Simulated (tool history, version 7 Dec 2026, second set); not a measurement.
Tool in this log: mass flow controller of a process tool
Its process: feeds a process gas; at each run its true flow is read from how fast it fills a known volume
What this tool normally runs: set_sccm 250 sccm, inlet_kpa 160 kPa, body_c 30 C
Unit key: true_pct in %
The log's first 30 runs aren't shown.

run	day	set_sccm	inlet_kpa	body_c	true_pct
31	192.008	94	140	35	98.11
32	200.742	87	203	22	96.40
33	206.088	250	244	27	96.76
34	210.200	250	244	27	96.74
35	218.242	263	244	27	96.74
36	225.725	191	160	30	97.32
37	234.400	56	220	33	96.59
# day 239.862: gauge calibrated
38	241.767	56	220	33	99.43
39	249.250	413	227	30	99.90
40	253.425	413	227	30	99.84
41	257.308	413	227	30	99.80
42	263.688	122	182	21	98.61
43	272.375	122	182	21	98.50
44	278.146	52	166	31	99.13
45	284.588	59	160	34	99.48
46	290.183	297	148	21	99.02

Branching from run 46: 4 alternative next runs. What would each branch give?
A	295.471	381	275	21	?
B	295.471	108	213	21	?
C	295.471	378	217	40	?
D	295.471	434	148	21	?

run	true_pct
A	98.24
B	98.01
C	100.02
D	99.41
Without the tool's unlogged condition, the same runs would have read:
run	true_pct
A	98.88
B	98.64
C	100.68
D	100.07
